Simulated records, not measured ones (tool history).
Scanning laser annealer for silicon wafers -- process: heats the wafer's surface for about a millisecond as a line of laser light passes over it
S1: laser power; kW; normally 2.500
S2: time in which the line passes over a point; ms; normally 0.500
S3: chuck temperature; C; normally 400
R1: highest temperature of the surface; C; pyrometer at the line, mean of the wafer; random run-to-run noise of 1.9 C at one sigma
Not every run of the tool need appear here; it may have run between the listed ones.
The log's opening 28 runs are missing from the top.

Run 29, hour 626.7: usual settings but S1 2.375 kW, S2 0.422 ms, S3 426 C. Result: R1 1124 C.
Run 30, hour 647.6: usual settings but S1 2.375 kW, S2 0.368 ms, S3 403 C. Result: R1 1058 C.
Run 31, hour 677.7: usual settings but S1 2.375 kW, S2 0.368 ms, S3 403 C. Result: R1 1056 C.
Run 32, hour 693.7: usual settings but S1 2.375 kW, S2 0.368 ms, S3 403 C. Result: R1 1056 C.
Run 33, hour 710.6: usual settings but S1 2.375 kW, S2 0.368 ms, S3 403 C. Result: R1 1054 C.
Run 34, hour 730.1: usual settings but S1 2.375 kW, S2 0.368 ms, S3 403 C. Result: R1 1056 C.
Run 35, hour 748.8: usual settings but S1 2.442 kW, S2 0.496 ms. Result: R1 1181 C.
Run 36, hour 767.5: usual settings but S1 2.442 kW, S2 0.496 ms. Result: R1 1179 C.
Run 37, hour 788.4: usual settings but S1 2.216 kW, S2 0.590 ms. Result: R1 1147 C.
Run 38, hour 808.4: usual settings but S1 2.188 kW, S2 0.583 ms, S3 402 C. Result: R1 1132 C.
Run 39, hour 824.7: usual settings but S1 2.383 kW, S2 0.503 ms, S3 398 C. Result: R1 1154 C.
Run 40, hour 850.7: usual settings but S1 2.334 kW, S2 0.507 ms, S3 361 C. Result: R1 1102 C.

Here are 3 independent what-if runs from the current tool condition. What would each one return?
Run A, hour 876.6: usual settings but S1 2.334 kW, S2 0.426 ms, S3 361 C. Result: R1 ?.
Run B, hour 876.6: usual settings but S2 0.446 ms. Result: R1 ?.
Run C, hour 876.6: usual settings but S1 2.425 kW, S2 0.457 ms, S3 437 C. Result: R1 ?.

run    R1
  A  1038
  B  1155
  C  1172
Without the tool's hidden state the same runs would have given:
run    R1
  A  1057
  B  1176
  C  1192

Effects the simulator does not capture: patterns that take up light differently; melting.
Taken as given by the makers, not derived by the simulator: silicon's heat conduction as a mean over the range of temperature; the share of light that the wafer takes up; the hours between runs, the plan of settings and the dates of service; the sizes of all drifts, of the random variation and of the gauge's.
